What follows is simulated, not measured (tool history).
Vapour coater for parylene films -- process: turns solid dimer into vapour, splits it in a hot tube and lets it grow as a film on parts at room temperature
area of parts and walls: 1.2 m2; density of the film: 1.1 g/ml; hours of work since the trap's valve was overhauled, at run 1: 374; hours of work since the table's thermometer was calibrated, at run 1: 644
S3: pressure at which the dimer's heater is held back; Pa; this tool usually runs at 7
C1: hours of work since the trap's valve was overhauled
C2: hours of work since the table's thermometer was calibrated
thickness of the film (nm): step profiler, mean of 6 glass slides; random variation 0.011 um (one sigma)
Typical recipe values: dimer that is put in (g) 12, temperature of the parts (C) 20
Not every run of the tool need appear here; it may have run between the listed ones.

run 1 hour=0 | dimer_that_is_put_in_(g)=12 temperature_of_the_parts_(C)=20 S3=7 | C1=374 C2=644 | thickness_of_the_film_(nm)=5630
run 2 hour=23.1 | dimer_that_is_put_in_(g)=12 temperature_of_the_parts_(C)=20 S3=7 | C1=386 C2=655 | thickness_of_the_film_(nm)=5610
run 3 hour=57 | dimer_that_is_put_in_(g)=12 temperature_of_the_parts_(C)=20 S3=7 | C1=403 C2=672 | thickness_of_the_film_(nm)=5600
run 4 hour=75.5 | dimer_that_is_put_in_(g)=12 temperature_of_the_parts_(C)=20 S3=7 | C1=412 C2=682 | thickness_of_the_film_(nm)=5590
run 5 hour=106.8 | dimer_that_is_put_in_(g)=12 temperature_of_the_parts_(C)=13 S3=7 | C1=428 C2=697 | thickness_of_the_film_(nm)=6710
run 6 hour=135.5 | dimer_that_is_put_in_(g)=12 temperature_of_the_parts_(C)=13 S3=7 | C1=443 C2=712 | thickness_of_the_film_(nm)=6710
run 7 hour=168.9 | dimer_that_is_put_in_(g)=12 temperature_of_the_parts_(C)=13 S3=7 | C1=459 C2=729 | thickness_of_the_film_(nm)=6710
run 8 hour=188 | dimer_that_is_put_in_(g)=12 temperature_of_the_parts_(C)=18 S3=7 | C1=469 C2=738 | thickness_of_the_film_(nm)=5870
run 9 hour=206.6 | dimer_that_is_put_in_(g)=6 temperature_of_the_parts_(C)=12 S3=2.62 | C1=478 C2=748 | thickness_of_the_film_(nm)=4280
run 10 hour=233.1 | dimer_that_is_put_in_(g)=12 temperature_of_the_parts_(C)=20 S3=4.03 | C1=492 C2=761 | thickness_of_the_film_(nm)=6290
run 11 hour=250 | dimer_that_is_put_in_(g)=21 temperature_of_the_parts_(C)=19 S3=8.8 | C1=500 C2=770 | thickness_of_the_film_(nm)=9480
run 12 hour=285.3 | dimer_that_is_put_in_(g)=12 temperature_of_the_parts_(C)=14 S3=7 | C1=518 C2=787 | thickness_of_the_film_(nm)=6510

Forecast each of these 3 alternatives for the next run:
run A hour=307.5 | dimer_that_is_put_in_(g)=12 temperature_of_the_parts_(C)=20 S3=3.71 | C1=529 C2=798 | thickness_of_the_film_(nm)=?
run B hour=307.5 | dimer_that_is_put_in_(g)=8 temperature_of_the_parts_(C)=14 S3=7 | C1=529 C2=798 | thickness_of_the_film_(nm)=?
run C hour=307.5 | dimer_that_is_put_in_(g)=5 temperature_of_the_parts_(C)=24 S3=4.6 | C1=529 C2=798 | thickness_of_the_film_(nm)=?

run=A thickness_of_the_film_(nm)=6460
run=B thickness_of_the_film_(nm)=4330
run=C thickness_of_the_film_(nm)=2290
Had the tool no hidden state, the same runs would have come out as:
run=A thickness_of_the_film_(nm)=6690
run=B thickness_of_the_film_(nm)=4490
run=C thickness_of_the_film_(nm)=2370

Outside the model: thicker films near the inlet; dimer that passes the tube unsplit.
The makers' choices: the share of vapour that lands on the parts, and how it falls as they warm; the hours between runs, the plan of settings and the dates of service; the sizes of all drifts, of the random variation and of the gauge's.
